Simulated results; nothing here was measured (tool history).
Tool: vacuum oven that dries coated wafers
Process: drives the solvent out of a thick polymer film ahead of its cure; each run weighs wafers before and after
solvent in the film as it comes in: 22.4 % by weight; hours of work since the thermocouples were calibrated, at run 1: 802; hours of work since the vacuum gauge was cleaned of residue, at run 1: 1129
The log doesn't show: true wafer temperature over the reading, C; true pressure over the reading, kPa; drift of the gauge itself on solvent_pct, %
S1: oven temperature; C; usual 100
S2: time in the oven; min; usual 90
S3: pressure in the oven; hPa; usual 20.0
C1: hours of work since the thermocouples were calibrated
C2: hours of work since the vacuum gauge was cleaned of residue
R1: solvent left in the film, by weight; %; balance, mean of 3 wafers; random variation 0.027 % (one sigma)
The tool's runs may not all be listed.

run 1 hour=0.0 | S1=100 S2=90 S3=20.0 | C1=802 C2=1129 | R1=2.03
run 2 hour=21.3 | S1=100 S2=90 S3=20.0 | C1=818 C2=1144 | R1=2.05
-- hour=37.7 oven's thermocouples calibrated
run 3 hour=40.9 | S1=100 S2=90 S3=10.9 | C1=2 C2=1156 | R1=1.69
run 4 hour=62.8 | S1=100 S2=90 S3=10.9 | C1=18 C2=1172 | R1=1.72
run 5 hour=83.1 | S1=100 S2=90 S3=10.9 | C1=32 C2=1187 | R1=1.69
run 6 hour=103.6 | S1=111 S2=90 S3=20.0 | C1=47 C2=1201 | R1=0.51
run 7 hour=125.0 | S1=111 S2=90 S3=20.0 | C1=62 C2=1217 | R1=0.53
run 8 hour=157.6 | S1=100 S2=81 S3=20.0 | C1=86 C2=1240 | R1=2.36
run 9 hour=193.5 | S1=113 S2=90 S3=20.0 | C1=111 C2=1266 | R1=0.49
run 10 hour=211.6 | S1=106 S2=90 S3=20.0 | C1=124 C2=1278 | R1=0.92
run 11 hour=247.8 | S1=106 S2=90 S3=20.0 | C1=150 C2=1304 | R1=0.90
run 12 hour=284.7 | S1=110 S2=90 S3=51.5 | C1=177 C2=1331 | R1=1.23
run 13 hour=308.6 | S1=110 S2=90 S3=51.5 | C1=194 C2=1348 | R1=1.18
run 14 hour=332.1 | S1=100 S2=131 S3=55.3 | C1=210 C2=1365 | R1=2.06
run 15 hour=371.4 | S1=94 S2=52 S3=12.9 | C1=238 C2=1393 | R1=7.17
run 16 hour=403.8 | S1=109 S2=90 S3=18.6 | C1=262 C2=1416 | R1=0.66
run 17 hour=421.9 | S1=109 S2=90 S3=18.6 | C1=275 C2=1429 | R1=0.62
run 18 hour=449.7 | S1=109 S2=90 S3=18.6 | C1=294 C2=1449 | R1=0.65
run 19 hour=479.4 | S1=100 S2=136 S3=21.5 | C1=316 C2=1470 | R1=1.13
run 20 hour=502.5 | S1=100 S2=51 S3=20.0 | C1=332 C2=1486 | R1=4.94
run 21 hour=543.4 | S1=92 S2=66 S3=18.9 | C1=361 C2=1516 | R1=6.89
run 22 hour=563.0 | S1=99 S2=66 S3=49.8 | C1=375 C2=1530 | R1=4.62

4 ways to go on from here, each from the tool as it stands after run 22. What would each give?
run A hour=596.6 | S1=90 S2=112 S3=45.3 | C1=399 C2=1554 | R1=?
run B hour=596.6 | S1=100 S2=68 S3=31.1 | C1=399 C2=1554 | R1=?
run C hour=596.6 | S1=108 S2=105 S3=39.5 | C1=399 C2=1554 | R1=?
run D hour=596.6 | S1=106 S2=94 S3=11.0 | C1=399 C2=1554 | R1=?

run=A R1=5.52
run=B R1=3.64
run=C R1=1.07
run=D R1=0.69
Without the tool's hidden state the same runs would have given:
run=A R1=4.86
run=B R1=3.13
run=C R1=0.92
run=D R1=0.50
